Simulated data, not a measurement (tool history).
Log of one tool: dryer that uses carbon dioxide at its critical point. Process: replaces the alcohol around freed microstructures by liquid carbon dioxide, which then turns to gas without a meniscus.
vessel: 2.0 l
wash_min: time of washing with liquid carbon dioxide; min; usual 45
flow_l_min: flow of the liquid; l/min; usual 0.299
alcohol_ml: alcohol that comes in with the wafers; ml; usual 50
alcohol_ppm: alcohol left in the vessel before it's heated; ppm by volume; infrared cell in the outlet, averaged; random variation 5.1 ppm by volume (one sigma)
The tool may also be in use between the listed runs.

{"run": 1, "hour": 0.0, "wash_min": 45, "flow_l_min": 0.299, "alcohol_ml": 50, "alcohol_ppm": 58}
{"run": 2, "hour": 8.5, "wash_min": 45, "flow_l_min": 0.299, "alcohol_ml": 50, "alcohol_ppm": 66}
{"run": 3, "hour": 13.5, "wash_min": 45, "flow_l_min": 0.299, "alcohol_ml": 50, "alcohol_ppm": 75}
{"run": 4, "hour": 22.6, "wash_min": 45, "flow_l_min": 0.299, "alcohol_ml": 50, "alcohol_ppm": 73}
{"run": 5, "hour": 30.0, "wash_min": 45, "flow_l_min": 0.299, "alcohol_ml": 50, "alcohol_ppm": 63}
{"run": 6, "hour": 34.4, "wash_min": 45, "flow_l_min": 0.299, "alcohol_ml": 50, "alcohol_ppm": 65}
{"run": 7, "hour": 43.4, "wash_min": 45, "flow_l_min": 0.299, "alcohol_ml": 76, "alcohol_ppm": 90}
{"run": 8, "hour": 49.0, "wash_min": 45, "flow_l_min": 0.259, "alcohol_ml": 50, "alcohol_ppm": 146}
{"run": 9, "hour": 57.4, "wash_min": 28, "flow_l_min": 0.299, "alcohol_ml": 50, "alcohol_ppm": 536}
{"run": 10, "hour": 62.9, "wash_min": 45, "flow_l_min": 0.326, "alcohol_ml": 27, "alcohol_ppm": 23}
{"run": 11, "hour": 70.8, "wash_min": 45, "flow_l_min": 0.326, "alcohol_ml": 27, "alcohol_ppm": 22}
{"run": 12, "hour": 77.5, "wash_min": 40, "flow_l_min": 0.299, "alcohol_ml": 34, "alcohol_ppm": 86}

The next listed run, before its measurement:
{"run": 13, "hour": 82.9, "wash_min": 47, "flow_l_min": 0.299, "alcohol_ml": 50, "alcohol_ppm": "?"}

alcohol_ppm: 53 ppm by volume
Without the tool's hidden state the same run would have given alcohol_ppm 36 ppm by volume.
